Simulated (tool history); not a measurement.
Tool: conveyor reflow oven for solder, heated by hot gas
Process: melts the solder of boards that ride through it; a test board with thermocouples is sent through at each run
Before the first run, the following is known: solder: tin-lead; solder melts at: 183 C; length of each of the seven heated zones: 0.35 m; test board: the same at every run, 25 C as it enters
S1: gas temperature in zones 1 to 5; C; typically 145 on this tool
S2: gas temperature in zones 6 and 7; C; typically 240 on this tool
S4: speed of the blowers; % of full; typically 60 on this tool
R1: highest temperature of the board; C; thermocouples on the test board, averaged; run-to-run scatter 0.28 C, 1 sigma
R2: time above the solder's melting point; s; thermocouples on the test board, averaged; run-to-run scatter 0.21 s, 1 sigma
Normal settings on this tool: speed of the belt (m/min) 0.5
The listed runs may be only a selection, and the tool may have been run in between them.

run 1 hour=0 | S1=145 S2=240 speed_of_the_belt_(m/min)=0.5 S4=60 | R1=223.2 R2=72
run 2 hour=28.1 | S1=145 S2=240 speed_of_the_belt_(m/min)=0.5 S4=60 | R1=223.3 R2=71.9
run 3 hour=73.1 | S1=145 S2=240 speed_of_the_belt_(m/min)=0.5 S4=60 | R1=223 R2=71.3
run 4 hour=133.8 | S1=145 S2=240 speed_of_the_belt_(m/min)=0.5 S4=60 | R1=222.7 R2=71.2
run 5 hour=172.3 | S1=145 S2=240 speed_of_the_belt_(m/min)=0.5 S4=60 | R1=222.8 R2=71.3
run 6 hour=234.3 | S1=145 S2=240 speed_of_the_belt_(m/min)=0.5 S4=58 | R1=222.2 R2=70.4
run 7 hour=298.4 | S1=145 S2=251 speed_of_the_belt_(m/min)=0.5 S4=58 | R1=231.2 R2=77.2
run 8 hour=331.5 | S1=145 S2=229 speed_of_the_belt_(m/min)=0.5 S4=60 | R1=213.2 R2=63.3
run 9 hour=390.6 | S1=145 S2=229 speed_of_the_belt_(m/min)=0.5 S4=60 | R1=212.1 R2=62.8
run 10 hour=422.7 | S1=145 S2=229 speed_of_the_belt_(m/min)=0.5 S4=60 | R1=212.3 R2=62.9
run 11 hour=454 | S1=145 S2=229 speed_of_the_belt_(m/min)=0.5 S4=60 | R1=212.2 R2=62.8
run 12 hour=482.1 | S1=145 S2=229 speed_of_the_belt_(m/min)=0.5 S4=60 | R1=212.6 R2=62.4
run 13 hour=527 | S1=143 S2=240 speed_of_the_belt_(m/min)=0.5 S4=60 | R1=221.1 R2=69.3
-- hour=575.7 flux residue cleaned out of gas plates and filters
run 14 hour=575.7 | S1=143 S2=240 speed_of_the_belt_(m/min)=0.5 S4=60 | R1=224.2 R2=72.5
run 15 hour=610.5 | S1=143 S2=240 speed_of_the_belt_(m/min)=0.5 S4=60 | R1=224 R2=71.9
run 16 hour=647.3 | S1=133 S2=240 speed_of_the_belt_(m/min)=0.5 S4=83 | R1=228.3 R2=71.7
run 17 hour=701.1 | S1=136 S2=240 speed_of_the_belt_(m/min)=0.525 S4=83 | R1=226.4 R2=67.9
run 18 hour=729.1 | S1=136 S2=240 speed_of_the_belt_(m/min)=0.525 S4=83 | R1=226.5 R2=68.4
run 19 hour=786.2 | S1=145 S2=240 speed_of_the_belt_(m/min)=0.405 S4=80 | R1=232.9 R2=97.4
run 20 hour=850.9 | S1=145 S2=240 speed_of_the_belt_(m/min)=0.405 S4=80 | R1=232.1 R2=97.3
run 21 hour=900.1 | S1=145 S2=240 speed_of_the_belt_(m/min)=0.405 S4=80 | R1=232.3 R2=97.8
-- hour=932.4 thermocouples of zones 6 and 7 changed
run 22 hour=935 | S1=148 S2=248 speed_of_the_belt_(m/min)=0.5 S4=60 | R1=231.3 R2=78.8
run 23 hour=996.2 | S1=148 S2=248 speed_of_the_belt_(m/min)=0.5 S4=60 | R1=231.6 R2=79.1
run 24 hour=1035.9 | S1=148 S2=248 speed_of_the_belt_(m/min)=0.5 S4=60 | R1=231.4 R2=79.3
run 25 hour=1066.2 | S1=142 S2=231 speed_of_the_belt_(m/min)=0.586 S4=60 | R1=210.3 R2=49.1
run 26 hour=1114.9 | S1=149 S2=252 speed_of_the_belt_(m/min)=0.441 S4=50 | R1=236.2 R2=93.4
run 27 hour=1175.2 | S1=149 S2=252 speed_of_the_belt_(m/min)=0.441 S4=50 | R1=235.6 R2=93.4
run 28 hour=1221.3 | S1=145 S2=252 speed_of_the_belt_(m/min)=0.5 S4=60 | R1=233.3 R2=79
run 29 hour=1258.3 | S1=149 S2=246 speed_of_the_belt_(m/min)=0.452 S4=78 | R1=235.1 R2=90.6
run 30 hour=1297.5 | S1=142 S2=246 speed_of_the_belt_(m/min)=0.452 S4=78 | R1=234.7 R2=86.8

5 ways to go on from here, each from the tool as it stands after run 30. What would each give?
run A hour=1348.4 | S1=157 S2=246 speed_of_the_belt_(m/min)=0.452 S4=58 | R1=? R2=?
run B hour=1348.4 | S1=152 S2=246 speed_of_the_belt_(m/min)=0.499 S4=63 | R1=? R2=?
run C hour=1348.4 | S1=149 S2=246 speed_of_the_belt_(m/min)=0.452 S4=78 | R1=? R2=?
run D hour=1348.4 | S1=137 S2=246 speed_of_the_belt_(m/min)=0.452 S4=78 | R1=? R2=?
run E hour=1348.4 | S1=142 S2=246 speed_of_the_belt_(m/min)=0.477 S4=78 | R1=? R2=?

run=A R1=232.7 R2=92.7
run=B R1=229.3 R2=80.2
run=C R1=234.6 R2=90.6
run=D R1=234 R2=84.5
run=E R1=232.6 R2=81.9
Take away the tool's hidden state, keep each run's random variation, and the runs would have read:
run=A R1=234.2 R2=90.4
run=B R1=231.3 R2=78.7
run=C R1=236.6 R2=88.5
run=D R1=236.2 R2=83.1
run=E R1=234.9 R2=80.5

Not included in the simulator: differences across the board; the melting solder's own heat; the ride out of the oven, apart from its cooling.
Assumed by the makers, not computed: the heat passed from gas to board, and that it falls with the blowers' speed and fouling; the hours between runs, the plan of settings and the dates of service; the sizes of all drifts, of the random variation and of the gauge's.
